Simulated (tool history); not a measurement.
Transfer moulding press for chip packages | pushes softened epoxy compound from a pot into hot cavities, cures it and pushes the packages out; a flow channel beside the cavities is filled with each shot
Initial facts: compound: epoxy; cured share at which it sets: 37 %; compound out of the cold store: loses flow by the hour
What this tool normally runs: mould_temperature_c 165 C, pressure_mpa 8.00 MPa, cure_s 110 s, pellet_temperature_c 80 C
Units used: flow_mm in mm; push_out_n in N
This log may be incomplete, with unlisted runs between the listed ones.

| run | day | mould_temperature_c | pressure_mpa | cure_s | pellet_temperature_c | incoming compound's hours out of the cold store | flow_mm | push_out_n |
|---|---|---|---|---|---|---|---|---|
| 1 | 0.000 | 165 | 8.00 | 110 | 80 | 8.8 | 654 | 504 |
| 2 | 0.333 | 165 | 7.25 | 110 | 80 | 34.9 | 535 | 495 |
| 3 | 0.596 | 165 | 7.25 | 110 | 80 | 15.0 | 614 | 523 |
| 4 | 0.808 | 165 | 7.25 | 110 | 80 | 47.8 | 511 | 519 |
| 5 | 1.088 | 165 | 7.25 | 110 | 80 | 15.1 | 608 | 525 |
| 6 | 1.454 | 165 | 7.25 | 110 | 80 | 20.0 | 583 | 570 |
| 7 | 1.783 | 165 | 8.00 | 121 | 80 | 43.1 | 539 | 524 |
| 8 | 2.129 | 165 | 8.00 | 121 | 80 | 41.2 | 562 | 535 |
| 9 | 2.312 | 166 | 8.00 | 135 | 80 | 8.5 | 654 | 559 |
| 10 | 2.700 | 166 | 8.00 | 103 | 89 | 21.4 | 598 | 319 |
| 11 | 3.104 | 172 | 9.07 | 110 | 87 | 28.9 | 671 | 321 |
| 12 | 3.483 | 158 | 9.07 | 110 | 83 | 25.6 | 721 | 487 |
| 13 | 3.717 | 158 | 6.24 | 110 | 75 | 43.5 | 549 | 540 |
| 14 | 3.900 | 165 | 6.07 | 94 | 89 | 20.7 | 585 | 504 |
| 15 | 4.179 | 161 | 8.12 | 112 | 87 | 24.2 | 672 | 491 |

Missing from the log above: 2 entries noted between runs. For each, name the pair of listed runs it sits between and say how the tool's hidden condition differs from the listed run just before to the listed run just after:
Between runs 9 and 10: cavities cleaned with cleaning compound and waxed (day 2.608)
  true mould temperature over the reading, C: -0.37 -> -0.36; pressure that reaches the compound, % of what is set: 83.22 -> 83.03; grip of the stained cavities, % over clean ones': 92.9 -> 4.5
  measured minus no-state result, flow_mm: -62 -> -58 mm; push_out_n: +267 -> +17 N
Between runs 10 and 11: plunger's sealing rings changed (day 3.046)
  true mould temperature over the reading, C: -0.36 -> -0.35; pressure that reaches the compound, % of what is set: 83.03 -> 99.54; grip of the stained cavities, % over clean ones': 4.5 -> 16.9
  measured minus no-state result, flow_mm: -58 -> +0 mm; push_out_n: +17 -> +47 N
